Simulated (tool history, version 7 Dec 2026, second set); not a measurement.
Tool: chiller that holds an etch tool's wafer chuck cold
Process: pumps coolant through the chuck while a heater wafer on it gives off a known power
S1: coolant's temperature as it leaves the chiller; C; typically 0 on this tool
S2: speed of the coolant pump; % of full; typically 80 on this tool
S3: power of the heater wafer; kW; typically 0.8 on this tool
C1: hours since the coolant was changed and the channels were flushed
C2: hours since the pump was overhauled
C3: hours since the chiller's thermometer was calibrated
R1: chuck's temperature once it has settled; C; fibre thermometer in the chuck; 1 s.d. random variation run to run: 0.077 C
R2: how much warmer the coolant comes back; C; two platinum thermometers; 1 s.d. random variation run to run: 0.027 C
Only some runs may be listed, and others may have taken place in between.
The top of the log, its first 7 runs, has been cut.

| run | hour | S1 | S2 | S3 | C1 | C2 | C3 | R1 | R2 |
|---|---|---|---|---|---|---|---|---|---|
| 8 | 185.3 | 0 | 67 | 0.8 | 2090 | 1001 | 76 | 6.36 | 2.59 |
| 9 | 207.3 | 0 | 67 | 0.8 | 2112 | 1023 | 98 | 6.62 | 2.63 |
| 10 | 235.8 | 0 | 67 | 0.8 | 2140 | 1052 | 126 | 6.49 | 2.62 |
| 11 | 272.6 | 0 | 67 | 0.8 | 2177 | 1089 | 163 | 6.55 | 2.59 |
| 12 | 302.7 | 0 | 67 | 0.8 | 2207 | 1119 | 193 | 6.57 | 2.65 |
| 13 | 329.7 | 0 | 67 | 0.8 | 2234 | 1146 | 220 | 6.63 | 2.65 |
| 14 | 360.1 | 0 | 80 | 0.8 | 2265 | 1176 | 251 | 5.97 | 2.14 |
| 15 | 392.3 | 0 | 80 | 0.8 | 2297 | 1208 | 283 | 5.97 | 2.22 |
| 16 | 420.5 | -9 | 80 | 0.574 | 2325 | 1237 | 311 | -4.74 | 1.59 |
| 17 | 440.9 | -5 | 65 | 1.156 | 2345 | 1257 | 331 | 4.76 | 3.92 |
| 18 | 470.3 | -5 | 65 | 1.156 | 2375 | 1286 | 361 | 4.77 | 3.93 |
| 19 | 486.5 | 0 | 74 | 0.8 | 2391 | 1303 | 377 | 6.09 | 2.38 |
| 20 | 514.1 | 0 | 98 | 0.974 | 2419 | 1330 | 405 | 6.45 | 2.2 |
| 21 | 541.4 | 0 | 81 | 0.759 | 2446 | 1357 | 432 | 5.51 | 2.1 |
| 22 | 578.3 | 6 | 74 | 0.829 | 2483 | 1394 | 469 | 12.48 | 2.48 |
| 23 | 615.3 | 6 | 74 | 0.829 | 2520 | 1431 | 506 | 12.47 | 2.45 |
| 24 | 642.4 | -6 | 74 | 0.829 | 2547 | 1458 | 533 | 0.47 | 2.52 |
| 25 | 664.4 | -7 | 74 | 0.815 | 2569 | 1480 | 555 | -0.62 | 2.44 |
| 26 | 681.1 | -7 | 74 | 0.815 | 2586 | 1497 | 572 | -0.68 | 2.47 |
| 27 | 711.4 | 0 | 80 | 0.635 | 2616 | 1527 | 602 | 4.77 | 1.75 |
| 28 | 747.3 | 0 | 80 | 0.635 | 2652 | 1563 | 638 | 4.74 | 1.75 |
| 29 | 767.9 | 0 | 80 | 0.791 | 2672 | 1584 | 658 | 5.85 | 2.15 |
| 30 | 801.8 | -5 | 96 | 1.04 | 2706 | 1618 | 692 | 1.87 | 2.42 |

Here are 4 independent what-if runs from the current tool condition. What would each one return?
| A | 830.4 | -5 | 70 | 0.413 | 2735 | 1646 | 721 | ? | ? |
| B | 830.4 | 0 | 80 | 1.155 | 2735 | 1646 | 721 | ? | ? |
| C | 830.4 | -1 | 93 | 0.501 | 2735 | 1646 | 721 | ? | ? |
| D | 830.4 | 8 | 76 | 0.662 | 2735 | 1646 | 721 | ? | ? |

| run | R1 | R2 |
|---|---|---|
| A | -1.64 | 1.29 |
| B | 8.46 | 3.2 |
| C | 2.32 | 1.25 |
| D | 13.06 | 1.96 |
With the hidden condition removed and each run's random variation left untouched, the same runs would have given:
| run | R1 | R2 |
|---|---|---|
| A | -1.79 | 1.26 |
| B | 8.03 | 3.12 |
| C | 2.16 | 1.22 |
| D | 12.81 | 1.91 |

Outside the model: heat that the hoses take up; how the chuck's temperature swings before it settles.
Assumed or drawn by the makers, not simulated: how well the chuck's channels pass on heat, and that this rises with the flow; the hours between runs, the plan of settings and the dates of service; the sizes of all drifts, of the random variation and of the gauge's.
